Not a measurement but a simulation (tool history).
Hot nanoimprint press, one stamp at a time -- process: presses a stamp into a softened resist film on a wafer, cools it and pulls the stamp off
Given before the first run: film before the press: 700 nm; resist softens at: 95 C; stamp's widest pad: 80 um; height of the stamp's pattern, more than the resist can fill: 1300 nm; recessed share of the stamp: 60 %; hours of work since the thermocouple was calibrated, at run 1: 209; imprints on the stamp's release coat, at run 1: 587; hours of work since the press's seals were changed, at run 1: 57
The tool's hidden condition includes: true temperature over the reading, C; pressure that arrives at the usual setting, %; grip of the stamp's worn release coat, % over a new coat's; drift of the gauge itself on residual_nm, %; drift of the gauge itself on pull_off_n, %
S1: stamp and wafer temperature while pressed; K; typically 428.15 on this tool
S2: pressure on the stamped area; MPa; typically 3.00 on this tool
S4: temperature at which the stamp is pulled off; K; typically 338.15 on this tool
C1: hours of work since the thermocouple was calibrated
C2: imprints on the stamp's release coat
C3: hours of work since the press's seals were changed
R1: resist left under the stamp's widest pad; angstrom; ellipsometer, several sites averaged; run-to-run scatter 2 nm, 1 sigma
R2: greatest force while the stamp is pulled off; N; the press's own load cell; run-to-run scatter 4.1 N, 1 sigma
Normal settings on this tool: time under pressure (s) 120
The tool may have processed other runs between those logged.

run 1 hour=0.0 | S1=428.15 S2=3.00 time_under_pressure_(s)=120 S4=338.15 | C1=209 C2=587 C3=57 | R1=3633 R2=234
run 2 hour=33.5 | S1=428.15 S2=3.00 time_under_pressure_(s)=120 S4=338.15 | C1=233 C2=694 C3=81 | R1=3683 R2=235
run 3 hour=65.3 | S1=423.15 S2=3.00 time_under_pressure_(s)=120 S4=338.15 | C1=255 C2=796 C3=103 | R1=4720 R2=247
run 4 hour=93.9 | S1=423.15 S2=3.00 time_under_pressure_(s)=120 S4=338.15 | C1=275 C2=888 C3=123 | R1=4754 R2=247
-- hour=114.4 stamp cleaned and given a new release coat
run 5 hour=119.5 | S1=423.15 S2=3.00 time_under_pressure_(s)=120 S4=338.15 | C1=289 C2=16 C3=137 | R1=4762 R2=197
run 6 hour=146.5 | S1=423.15 S2=3.00 time_under_pressure_(s)=120 S4=338.15 | C1=308 C2=103 C3=156 | R1=4719 R2=205
run 7 hour=170.1 | S1=423.15 S2=3.00 time_under_pressure_(s)=120 S4=338.15 | C1=324 C2=179 C3=172 | R1=4845 R2=203
run 8 hour=186.0 | S1=428.15 S2=3.00 time_under_pressure_(s)=83 S4=338.15 | C1=335 C2=230 C3=183 | R1=4205 R2=205
run 9 hour=218.1 | S1=428.15 S2=3.00 time_under_pressure_(s)=83 S4=338.15 | C1=358 C2=333 C3=206 | R1=4185 R2=218
run 10 hour=248.9 | S1=428.15 S2=3.00 time_under_pressure_(s)=83 S4=338.15 | C1=379 C2=432 C3=227 | R1=4207 R2=228
run 11 hour=273.8 | S1=434.15 S2=3.00 time_under_pressure_(s)=120 S4=338.15 | C1=397 C2=512 C3=245 | R1=2633 R2=221
run 12 hour=304.8 | S1=434.15 S2=3.00 time_under_pressure_(s)=120 S4=338.15 | C1=418 C2=611 C3=266 | R1=2645 R2=239
run 13 hour=321.2 | S1=434.15 S2=3.00 time_under_pressure_(s)=120 S4=338.15 | C1=430 C2=664 C3=278 | R1=2663 R2=232
run 14 hour=354.6 | S1=434.15 S2=2.02 time_under_pressure_(s)=120 S4=338.15 | C1=453 C2=771 C3=301 | R1=3155 R2=252
run 15 hour=380.2 | S1=428.15 S2=3.00 time_under_pressure_(s)=120 S4=338.15 | C1=471 C2=854 C3=319 | R1=3764 R2=249
-- hour=393.0 plate thermocouple calibrated
-- hour=414.9 stamp cleaned and given a new release coat
run 16 hour=422.1 | S1=419.15 S2=3.00 time_under_pressure_(s)=120 S4=338.15 | C1=16 C2=23 C3=342 | R1=5710 R2=202
run 17 hour=447.6 | S1=424.15 S2=3.48 time_under_pressure_(s)=67 S4=341.15 | C1=34 C2=105 C3=360 | R1=5291 R2=207
run 18 hour=478.3 | S1=424.15 S2=3.48 time_under_pressure_(s)=67 S4=341.15 | C1=56 C2=204 C3=381 | R1=5301 R2=208
-- hour=492.1 plate thermocouple calibrated, once more
run 19 hour=510.7 | S1=434.15 S2=3.48 time_under_pressure_(s)=67 S4=334.15 | C1=13 C2=298 C3=402 | R1=2955 R2=221
run 20 hour=539.3 | S1=436.15 S2=3.00 time_under_pressure_(s)=120 S4=338.15 | C1=33 C2=390 C3=422 | R1=2233 R2=226
run 21 hour=568.0 | S1=428.15 S2=4.45 time_under_pressure_(s)=120 S4=342.15 | C1=53 C2=482 C3=442 | R1=3047 R2=224
run 22 hour=597.4 | S1=428.15 S2=4.45 time_under_pressure_(s)=90 S4=325.15 | C1=74 C2=577 C3=463 | R1=3416 R2=250
run 23 hour=619.6 | S1=416.15 S2=3.96 time_under_pressure_(s)=68 S4=334.15 | C1=89 C2=648 C3=478 | R1=6149 R2=244
run 24 hour=647.6 | S1=428.15 S2=3.00 time_under_pressure_(s)=120 S4=338.15 | C1=109 C2=738 C3=498 | R1=3607 R2=236
run 25 hour=673.1 | S1=424.15 S2=1.97 time_under_pressure_(s)=120 S4=335.15 | C1=127 C2=820 C3=516 | R1=4979 R2=244
run 26 hour=704.4 | S1=424.15 S2=1.97 time_under_pressure_(s)=120 S4=335.15 | C1=148 C2=920 C3=537 | R1=5008 R2=252
-- hour=715.3 stamp cleaned and given a new release coat
run 27 hour=731.8 | S1=426.15 S2=4.26 time_under_pressure_(s)=102 S4=327.15 | C1=163 C2=53 C3=552 | R1=3785 R2=216
run 28 hour=751.4 | S1=423.15 S2=3.00 time_under_pressure_(s)=120 S4=338.15 | C1=177 C2=116 C3=566 | R1=4693 R2=200
run 29 hour=772.5 | S1=428.15 S2=3.00 time_under_pressure_(s)=114 S4=338.15 | C1=192 C2=184 C3=581 | R1=3733 R2=208
run 30 hour=790.0 | S1=428.15 S2=3.00 time_under_pressure_(s)=114 S4=330.15 | C1=204 C2=240 C3=593 | R1=3721 R2=222
run 31 hour=814.4 | S1=428.15 S2=3.00 time_under_pressure_(s)=114 S4=330.15 | C1=221 C2=318 C3=610 | R1=3749 R2=237

3 ways to go on from here, each from the tool as it stands after run 31. What would each give?
run A hour=839.3 | S1=428.15 S2=3.00 time_under_pressure_(s)=121 S4=338.15 | C1=239 C2=398 C3=628 | R1=? R2=?
run B hour=839.3 | S1=428.15 S2=2.37 time_under_pressure_(s)=120 S4=323.15 | C1=239 C2=398 C3=628 | R1=? R2=?
run C hour=839.3 | S1=428.15 S2=3.00 time_under_pressure_(s)=61 S4=338.15 | C1=239 C2=398 C3=628 | R1=? R2=?

run=A R1=3639 R2=231
run=B R1=3959 R2=238
run=C R1=4516 R2=226
The same runs, with their run-to-run variation unchanged, on a tool lacking any hidden condition would have given:
run=A R1=3520 R2=208
run=B R1=3847 R2=215
run=C R1=4398 R2=203
